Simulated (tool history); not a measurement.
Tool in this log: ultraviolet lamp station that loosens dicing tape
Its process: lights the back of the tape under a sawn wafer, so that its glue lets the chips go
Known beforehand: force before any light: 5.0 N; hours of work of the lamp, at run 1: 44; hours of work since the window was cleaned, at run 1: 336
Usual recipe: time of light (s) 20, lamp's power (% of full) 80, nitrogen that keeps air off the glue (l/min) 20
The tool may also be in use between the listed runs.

run	hour	time of light (s)	lamp's power (% of full)	nitrogen that keeps air off the glue (l/min)	hours of work of the lamp	hours of work since the window was cleaned	force that peels the tape off (N)	light that reached the tape (mJ/cm²)
1	0.0	20	80	20	44	336	0.752	322
2	66.2	20	65	20	91	384	1.093	255
3	132.1	20	65	20	138	431	1.172	250
4	193.8	20	80	20	182	475	0.878	298
# hour 251.7: window cleaned of glue's vapour
5	263.7	20	80	20	231	9	0.949	276
6	351.1	20	80	20	294	71	1.011	266
7	391.5	20	80	20	322	100	1.032	259
8	443.7	20	80	17	360	137	1.187	250
9	520.5	20	80	11	414	192	1.452	246
# hour 605.0: window cleaned of glue's vapour, once more
10	605.0	20	80	11	474	0	1.176	302
11	675.7	20	80	11	525	50	1.236	289
12	733.7	28	80	9	566	92	0.930	396
13	783.6	11	65	13	602	127	2.604	124
14	825.4	36	75	10	631	157	0.703	457
15	863.8	36	75	10	659	184	0.705	449
16	935.4	36	75	10	710	236	0.779	433
17	993.0	13	80	27	751	277	1.680	159
18	1046.3	18	80	26	789	315	1.153	220
19	1090.8	10	69	20	821	346	2.586	105

Forecast each of these 3 alternatives for the next run:
A	1136.9	16	80	16	853	379	?	?
B	1136.9	11	80	14	853	379	?	?
C	1136.9	24	85	20	853	379	?	?

run	force that peels the tape off (N)	light that reached the tape (mJ/cm²)
A	1.733	189
B	2.519	129
C	0.885	296
Take away the tool's hidden state, keep each run's random variation, and the runs would have read:
run	force that peels the tape off (N)	light that reached the tape (mJ/cm²)
A	1.035	290
B	1.759	199
C	0.443	458

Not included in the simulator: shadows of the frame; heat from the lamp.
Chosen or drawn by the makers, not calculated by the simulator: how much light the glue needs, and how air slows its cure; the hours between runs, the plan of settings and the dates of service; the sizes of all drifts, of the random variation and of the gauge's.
